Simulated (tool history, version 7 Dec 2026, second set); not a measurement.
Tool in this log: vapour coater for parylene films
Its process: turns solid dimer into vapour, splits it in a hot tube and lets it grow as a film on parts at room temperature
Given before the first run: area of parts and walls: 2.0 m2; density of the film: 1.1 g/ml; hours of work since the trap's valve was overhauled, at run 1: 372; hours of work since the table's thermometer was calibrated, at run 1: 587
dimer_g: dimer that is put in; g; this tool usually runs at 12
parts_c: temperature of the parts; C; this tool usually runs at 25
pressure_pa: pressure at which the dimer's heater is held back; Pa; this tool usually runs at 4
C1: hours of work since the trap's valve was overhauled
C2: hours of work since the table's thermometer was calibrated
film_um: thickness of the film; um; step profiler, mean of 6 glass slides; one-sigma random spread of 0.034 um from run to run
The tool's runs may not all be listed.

Run 1, day 0: usual settings; C1 372; C2 587. Result: film_um 3.06 um.
Run 2, day 0.904: usual settings; C1 386; C2 601. Result: film_um 3.04 um.
Run 3, day 2.308: usual settings but parts_c 31 C; C1 406; C2 621. Result: film_um 2.32 um.
Run 4, day 3.088: usual settings; C1 417; C2 632. Result: film_um 3.05 um.
Run 5, day 4.358: usual settings; C1 436; C2 651. Result: film_um 3 um.
Run 6, day 5.592: usual settings; C1 454; C2 669. Result: film_um 2.98 um.
Run 7, day 6.667: usual settings; C1 470; C2 685. Result: film_um 3 um.
Run 8, day 7.696: usual settings; C1 485; C2 700. Result: film_um 2.97 um.
Run 9, day 8.517: usual settings; C1 497; C2 712. Result: film_um 2.87 um.
Run 10, day 10.254: usual settings but parts_c 24 C; C1 522; C2 737. Result: film_um 3.02 um.
Run 11, day 11.962: usual settings but parts_c 24 C; C1 547; C2 762. Result: film_um 2.96 um.
At day 12.296: trap's valve overhauled.
Run 12, day 12.95: usual settings but parts_c 24 C; C1 10; C2 774. Result: film_um 3.51 um.
Run 13, day 14.725: usual settings but parts_c 24 C; C1 35; C2 800. Result: film_um 3.48 um.
Run 14, day 16.388: usual settings but parts_c 24 C; C1 60; C2 824. Result: film_um 3.42 um.
Run 15, day 17.308: usual settings but pressure_pa 8.15 Pa; C1 73; C2 838. Result: film_um 2.73 um.
Run 16, day 18.246: usual settings but pressure_pa 8.15 Pa; C1 87; C2 851. Result: film_um 2.74 um.
Run 17, day 19.512: usual settings; C1 105; C2 870. Result: film_um 3.26 um.
Run 18, day 20.888: usual settings; C1 125; C2 890. Result: film_um 3.22 um.
Run 19, day 22.454: usual settings; C1 148; C2 913. Result: film_um 3.11 um.
At day 22.608: table's thermometer calibrated.
Run 20, day 23.967: usual settings; C1 170; C2 20. Result: film_um 3.18 um.
Run 21, day 24.721: usual settings; C1 181; C2 31. Result: film_um 3.14 um.
Run 22, day 25.575: usual settings; C1 193; C2 43. Result: film_um 3.14 um.
Run 23, day 27.071: usual settings; C1 215; C2 65. Result: film_um 3.14 um.
Run 24, day 28.654: usual settings but dimer_g 19 g, parts_c 36 C; C1 238; C2 88. Result: film_um 2.99 um.
Run 25, day 30.067: usual settings but dimer_g 21 g, parts_c 28 C, pressure_pa 4.62 Pa; C1 259; C2 109. Result: film_um 4.51 um.
Run 26, day 31.238: usual settings but dimer_g 11 g, parts_c 28 C, pressure_pa 4.62 Pa; C1 276; C2 126. Result: film_um 2.39 um.
Run 27, day 32.254: usual settings but dimer_g 11 g, parts_c 28 C, pressure_pa 4.62 Pa; C1 291; C2 141. Result: film_um 2.34 um.
At day 32.908: table's thermometer calibrated, once more.
Run 28, day 33.775: usual settings but dimer_g 10 g, parts_c 34 C, pressure_pa 3.73 Pa; C1 312; C2 13. Result: film_um 1.79 um.
Run 29, day 35.504: usual settings but dimer_g 7 g, parts_c 34 C, pressure_pa 7.61 Pa; C1 338; C2 38. Result: film_um 1.04 um.
Run 30, day 36.558: usual settings but dimer_g 7 g, parts_c 24 C, pressure_pa 5.53 Pa; C1 353; C2 53. Result: film_um 1.76 um.
Run 31, day 38.075: usual settings but dimer_g 5 g, parts_c 24 C; C1 375; C2 75. Result: film_um 1.3 um.
Run 32, day 39.662: usual settings but dimer_g 5 g, parts_c 24 C, pressure_pa 4.41 Pa; C1 398; C2 99. Result: film_um 1.33 um.
Run 33, day 40.658: usual settings but dimer_g 20 g, parts_c 27 C; C1 413; C2 113. Result: film_um 4.62 um.
Run 34, day 42.379: usual settings but dimer_g 20 g, parts_c 27 C; C1 438; C2 138. Result: film_um 4.66 um.
Run 35, day 43.117: usual settings but dimer_g 8 g, parts_c 23 C; C1 449; C2 149. Result: film_um 2.18 um.
Run 36, day 44.05: usual settings but dimer_g 8 g, parts_c 23 C; C1 462; C2 163. Result: film_um 2.17 um.
Run 37, day 45.425: usual settings but parts_c 31 C, pressure_pa 8.04 Pa; C1 482; C2 183. Result: film_um 1.93 um.
Run 38, day 46.417: usual settings but parts_c 31 C, pressure_pa 8.04 Pa; C1 497; C2 197. Result: film_um 1.9 um.
Run 39, day 47.812: usual settings but parts_c 33 C, pressure_pa 8.04 Pa; C1 517; C2 218. Result: film_um 1.73 um.
Run 40, day 48.558: usual settings but parts_c 34 C, pressure_pa 9.25 Pa; C1 528; C2 228. Result: film_um 1.62 um.
Run 41, day 49.338: usual settings but parts_c 23 C, pressure_pa 4.79 Pa; C1 540; C2 240. Result: film_um 3.04 um.
At day 50.188: trap's valve overhauled.
Run 42, day 50.262: usual settings but dimer_g 5 g, parts_c 23 C, pressure_pa 2.48 Pa; C1 1; C2 251. Result: film_um 1.71 um.
Run 43, day 51.717: usual settings but parts_c 19 C, pressure_pa 8.68 Pa; C1 22; C2 272. Result: film_um 3.73 um.

Measured minus without-hidden-state, run by run (identical run-to-run variation in each term; gauge scatter may differ):
Hidden state present: vapour lost through the trap's worn valve, %; true temperature of the parts over the reading, C; drift of the gauge itself on film_um, %.
run  film_um
  1     -0.4
  2     -0.4
  3    -0.33
  4    -0.44
  5    -0.45
  6    -0.48
  7     -0.5
  8    -0.51
  9    -0.51
 10    -0.57
 11    -0.59
 12    -0.11
 13    -0.14
 14    -0.17
 15    -0.14
 16    -0.16
 17    -0.21
 18    -0.23
 19    -0.25
 20    -0.29
 21     -0.3
 22    -0.31
 23    -0.33
 24    -0.35
 25    -0.56
 26    -0.31
 27    -0.32
 28    -0.16
 29     -0.1
 30    -0.19
 31    -0.16
 32    -0.16
 33    -0.61
 34    -0.65
 35    -0.32
 36    -0.33
 37     -0.3
 38    -0.31
 39    -0.29
 40    -0.28
 41    -0.54
 42    -0.02
 43    -0.06
